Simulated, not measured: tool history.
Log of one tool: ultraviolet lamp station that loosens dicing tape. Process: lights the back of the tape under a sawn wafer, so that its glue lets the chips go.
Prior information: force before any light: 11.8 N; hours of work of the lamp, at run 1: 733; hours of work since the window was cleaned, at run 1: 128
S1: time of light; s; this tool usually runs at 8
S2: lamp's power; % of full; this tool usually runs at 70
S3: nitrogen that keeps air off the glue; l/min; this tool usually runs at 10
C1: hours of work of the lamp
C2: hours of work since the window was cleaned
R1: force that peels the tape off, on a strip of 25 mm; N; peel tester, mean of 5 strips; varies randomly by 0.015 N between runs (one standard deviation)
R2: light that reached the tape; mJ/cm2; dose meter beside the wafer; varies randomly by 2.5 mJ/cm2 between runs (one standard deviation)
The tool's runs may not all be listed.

run,day,S1,S2,S3,C1,C2,R1,R2
1,0,8,70,10,733,128,1.25,237
2,1.083,8,70,10,750,145,1.306,239
3,2.438,8,70,10,771,166,1.323,233
4,3.683,12,70,10,790,185,0.53,346
5,5.262,12,70,10,814,209,0.541,344
6,6.229,12,70,10,829,224,0.57,344
7,7.542,12,70,10,849,245,0.585,331
8,8.867,8,70,10,870,265,1.572,222
9,10.65,8,70,10,897,293,1.58,217
10,11.942,11,70,10,917,313,0.825,291
# day 13.025: window cleaned of glue's vapour
11,13.154,11,70,10,936,2,0.59,328
12,14.162,11,70,10,951,18,0.615,326
13,15.842,11,70,10,977,44,0.656,320
14,17.658,11,70,10,1005,72,0.661,313
15,18.817,11,70,10,1023,89,0.669,314
16,20.038,11,70,10,1042,108,0.72,309
17,20.796,11,70,10,1054,120,0.725,307
18,22.321,11,70,10,1077,143,0.745,305
19,23.329,11,70,10,1093,159,0.742,302
20,24.217,11,70,10,1106,173,0.797,297
21,25.325,8,70,10,1123,190,1.619,210
22,26.992,8,70,10,1149,216,1.61,211
23,28.462,7,70,10,1172,238,2.122,179
24,29.792,7,70,10,1192,259,2.323,176
25,31.621,6,80,9,1221,287,2.462,172
26,33.121,6,80,9,1244,310,2.604,168
# day 34.371: window cleaned of glue's vapour
27,34.754,8,76,8,1269,6,1.541,235
28,36.108,7,63,14,1290,27,2.085,166
29,37.521,8,73,7,1311,49,1.892,220
30,38.767,8,73,7,1331,68,1.914,215
31,39.679,15,70,6,1345,82,0.633,381
32,40.629,15,70,6,1359,97,0.612,377
33,41.596,15,70,6,1374,112,0.652,375
34,42.796,15,70,6,1393,130,0.672,371
35,43.754,15,70,6,1408,145,0.679,371
36,45.208,8,82,9,1430,167,1.535,223
37,46.879,8,82,9,1456,193,1.566,216
38,47.892,8,71,14,1471,209,1.726,192
39,48.792,5,93,14,1485,223,2.439,153
40,50.579,12,80,10,1513,250,0.692,310
41,52.371,12,80,10,1540,278,0.746,306
42,54.125,8,66,10,1568,305,2.579,161
# day 55.692: window cleaned of glue's vapour
43,55.733,8,70,16,1592,1,1.529,193

Some steps in R1 between neighbouring runs. How much of each would the tool show without its hidden state too (settings, what came in, random variation), and how much is left for the hidden state, with any gauge scatter that isn't in both results?
The tool's hidden condition here consists of: lamp's light, % of a new lamp's; light that the window lets through, % of a clean one's; drift of the gauge itself on peel_n, %; drift of the gauge itself on dose_mj_cm2, %.
Run 30 -> 31: S1 8 -> 15, S2 73 -> 70, S3 7 -> 6. R1 -1.281 N: hidden state -0.666, all else -0.615.
Run 39 -> 40: S1 5 -> 12, S2 93 -> 80, S3 14 -> 10. R1 -1.747 N: hidden state -1.025, all else -0.722.
Run 41 -> 42: S1 12 -> 8, S2 80 -> 66. R1 +1.833 N: hidden state +1.166, all else +0.667.
Run 42 -> 43: S2 66 -> 70, S3 10 -> 16, window cleaned of glue's vapour. R1 -1.05 N: hidden state -0.728, all else -0.322.
